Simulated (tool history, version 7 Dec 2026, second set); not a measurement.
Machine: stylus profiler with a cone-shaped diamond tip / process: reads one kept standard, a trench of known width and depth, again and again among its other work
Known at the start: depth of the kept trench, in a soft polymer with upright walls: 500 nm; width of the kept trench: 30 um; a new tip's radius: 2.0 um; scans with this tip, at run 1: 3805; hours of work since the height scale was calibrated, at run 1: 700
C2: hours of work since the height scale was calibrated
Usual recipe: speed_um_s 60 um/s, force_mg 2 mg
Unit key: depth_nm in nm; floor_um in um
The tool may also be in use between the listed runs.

Run 1, hour 0: usual settings; scans with this tip 3805; C2 700. Result: depth_nm 507.11 nm, floor_um 26.79 um.
Run 2, hour 65.7: usual settings; scans with this tip 4011; C2 738. Result: depth_nm 507.4 nm, floor_um 26.78 um.
Run 3, hour 113.3: usual settings; scans with this tip 4160; C2 766. Result: depth_nm 507.28 nm, floor_um 26.78 um.
Run 4, hour 162.4: usual settings; scans with this tip 4315; C2 794. Result: depth_nm 507.35 nm, floor_um 26.8 um.
Run 5, hour 227: usual settings; scans with this tip 4517; C2 831. Result: depth_nm 507.52 nm, floor_um 26.73 um.
Run 6, hour 294.2: usual settings; scans with this tip 4728; C2 870. Result: depth_nm 507.69 nm, floor_um 26.7 um.
Run 7, hour 337.2: usual settings but speed_um_s 69 um/s; scans with this tip 4863; C2 895. Result: depth_nm 507.6 nm, floor_um 26.64 um.
Run 8, hour 373.3: usual settings but speed_um_s 69 um/s, force_mg 1.73 mg; scans with this tip 4976; C2 916. Result: depth_nm 507.21 nm, floor_um 26.65 um.
Run 9, hour 425.9: usual settings but speed_um_s 116 um/s; scans with this tip 5141; C2 946. Result: depth_nm 507.79 nm, floor_um 26.49 um.
Run 10, hour 477.6: usual settings but speed_um_s 116 um/s; scans with this tip 5303; C2 976. Result: depth_nm 507.96 nm, floor_um 26.44 um.
Run 11, hour 544.1: usual settings but speed_um_s 116 um/s; scans with this tip 5512; C2 1014. Result: depth_nm 507.71 nm, floor_um 26.49 um.
At hour 549.2: height scale calibrated on a step standard.
Run 12, hour 616.4: usual settings but speed_um_s 116 um/s; scans with this tip 5737; C2 39. Result: depth_nm 509.15 nm, floor_um 26.41 um.
Run 13, hour 679: usual settings but speed_um_s 17 um/s, force_mg 1.46 mg; scans with this tip 5933; C2 75. Result: depth_nm 508.01 nm, floor_um 26.82 um.
Run 14, hour 736.7: usual settings but speed_um_s 17 um/s, force_mg 1.46 mg; scans with this tip 6115; C2 108. Result: depth_nm 508.12 nm, floor_um 26.77 um.
At hour 753.8: height scale calibrated on a step standard, once more.
Run 15, hour 791.1: usual settings but force_mg 3.18 mg; scans with this tip 6284; C2 22. Result: depth_nm 507.55 nm, floor_um 26.65 um.
Run 16, hour 847.2: usual settings but force_mg 2.4 mg; scans with this tip 6460; C2 54. Result: depth_nm 506.46 nm, floor_um 26.6 um.
Run 17, hour 894.6: usual settings but speed_um_s 42 um/s, force_mg 4.24 mg; scans with this tip 6608; C2 81. Result: depth_nm 509.61 nm, floor_um 26.71 um.
Run 18, hour 934.4: usual settings but speed_um_s 97 um/s, force_mg 3.76 mg; scans with this tip 6733; C2 104. Result: depth_nm 508.65 nm, floor_um 26.48 um.
Run 19, hour 982.6: usual settings but speed_um_s 97 um/s, force_mg 3.76 mg; scans with this tip 6884; C2 132. Result: depth_nm 509.08 nm, floor_um 26.51 um.
Run 20, hour 1016.5: usual settings but speed_um_s 30 um/s; scans with this tip 6991; C2 152. Result: depth_nm 506.17 nm, floor_um 26.61 um.
Run 21, hour 1052.1: usual settings but speed_um_s 93 um/s, force_mg 0.73 mg; scans with this tip 7103; C2 172. Result: depth_nm 503.26 nm, floor_um 26.16 um.
Run 22, hour 1100.5: usual settings but speed_um_s 24 um/s, force_mg 1.7 mg; scans with this tip 7254; C2 200. Result: depth_nm 505.48 nm, floor_um 26.69 um.
Run 23, hour 1176.4: usual settings but speed_um_s 214 um/s, force_mg 0.83 mg; scans with this tip 7492; C2 244. Result: depth_nm 503.63 nm, floor_um 25.42 um.
Run 24, hour 1225.8: usual settings but speed_um_s 217 um/s, force_mg 3.61 mg; scans with this tip 7647; C2 272. Result: depth_nm 509.33 nm, floor_um 26.06 um.

A few steps of depth_nm between consecutive runs. Split each: what settings, incoming material and random variation would produce without the hidden state, and what is left over for the hidden state, along with gauge scatter present in only one of the two compared results (measured, and without hidden state):
What the log doesn't record here: radius of the tip, um; height scale over the true one, %; drift of the gauge itself on depth_nm, %; drift of the gauge itself on floor_um, %.
Run 11 -> 12: height scale calibrated on a step standard. depth_nm +1.44 nm: hidden state +1.19, all else +0.25.
Run 14 -> 15: speed_um_s 17 -> 60, force_mg 1.46 -> 3.18, height scale calibrated on a step standard, once more. depth_nm -0.57 nm: hidden state -3.5, all else +2.93.
Run 16 -> 17: speed_um_s 60 -> 42, force_mg 2.4 -> 4.24. depth_nm +3.15 nm: hidden state +0.07, all else +3.08.
Run 23 -> 24: speed_um_s 214 -> 217, force_mg 0.83 -> 3.61. depth_nm +5.7 nm: hidden state +0.07, all else +5.63.

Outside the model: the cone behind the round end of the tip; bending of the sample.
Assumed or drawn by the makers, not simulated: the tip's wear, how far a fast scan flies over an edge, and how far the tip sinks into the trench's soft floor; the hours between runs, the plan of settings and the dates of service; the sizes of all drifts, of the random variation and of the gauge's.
